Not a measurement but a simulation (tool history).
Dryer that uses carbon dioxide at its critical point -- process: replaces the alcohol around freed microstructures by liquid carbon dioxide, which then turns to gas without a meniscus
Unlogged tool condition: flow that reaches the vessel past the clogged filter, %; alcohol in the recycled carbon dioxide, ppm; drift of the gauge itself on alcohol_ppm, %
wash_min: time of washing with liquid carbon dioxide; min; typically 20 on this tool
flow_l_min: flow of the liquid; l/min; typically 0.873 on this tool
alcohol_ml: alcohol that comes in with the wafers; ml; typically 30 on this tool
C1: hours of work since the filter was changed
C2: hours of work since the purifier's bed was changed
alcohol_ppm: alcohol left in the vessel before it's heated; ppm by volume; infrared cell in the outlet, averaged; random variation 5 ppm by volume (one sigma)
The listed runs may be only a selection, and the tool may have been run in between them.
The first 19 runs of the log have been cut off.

run 20 hour=550.7 | wash_min=26 flow_l_min=0.535 alcohol_ml=30 | C1=257 C2=851 | alcohol_ppm=224
run 21 hour=579.7 | wash_min=14 flow_l_min=0.831 alcohol_ml=46 | C1=272 C2=866 | alcohol_ppm=353
run 22 hour=597.7 | wash_min=28 flow_l_min=0.589 alcohol_ml=46 | C1=282 C2=875 | alcohol_ppm=186
run 23 hour=619.4 | wash_min=19 flow_l_min=0.873 alcohol_ml=42 | C1=293 C2=887 | alcohol_ppm=190
run 24 hour=647.3 | wash_min=28 flow_l_min=0.625 alcohol_ml=85 | C1=308 C2=902 | alcohol_ppm=213
run 25 hour=667.8 | wash_min=28 flow_l_min=0.625 alcohol_ml=85 | C1=319 C2=912 | alcohol_ppm=210
run 26 hour=686.7 | wash_min=28 flow_l_min=0.625 alcohol_ml=85 | C1=328 C2=922 | alcohol_ppm=209
-- hour=706.6 purifier's bed changed
run 27 hour=726.1 | wash_min=20 flow_l_min=0.873 alcohol_ml=32 | C1=348 C2=10 | alcohol_ppm=23
run 28 hour=745.8 | wash_min=20 flow_l_min=1.048 alcohol_ml=30 | C1=358 C2=21 | alcohol_ppm=19
-- hour=776.7 inlet filter changed
run 29 hour=782.1 | wash_min=16 flow_l_min=1.048 alcohol_ml=20 | C1=3 C2=39 | alcohol_ppm=17
run 30 hour=802.9 | wash_min=16 flow_l_min=1.048 alcohol_ml=20 | C1=14 C2=50 | alcohol_ppm=22

Run 31 is up next; what results do you expect?
run 31 hour=828.7 | wash_min=24 flow_l_min=1.148 alcohol_ml=119 | C1=27 C2=64 | alcohol_ppm=?

alcohol_ppm: 11 ppm by volume
Had the tool carried no hidden state, the very same run would have given alcohol_ppm 0 ppm by volume.

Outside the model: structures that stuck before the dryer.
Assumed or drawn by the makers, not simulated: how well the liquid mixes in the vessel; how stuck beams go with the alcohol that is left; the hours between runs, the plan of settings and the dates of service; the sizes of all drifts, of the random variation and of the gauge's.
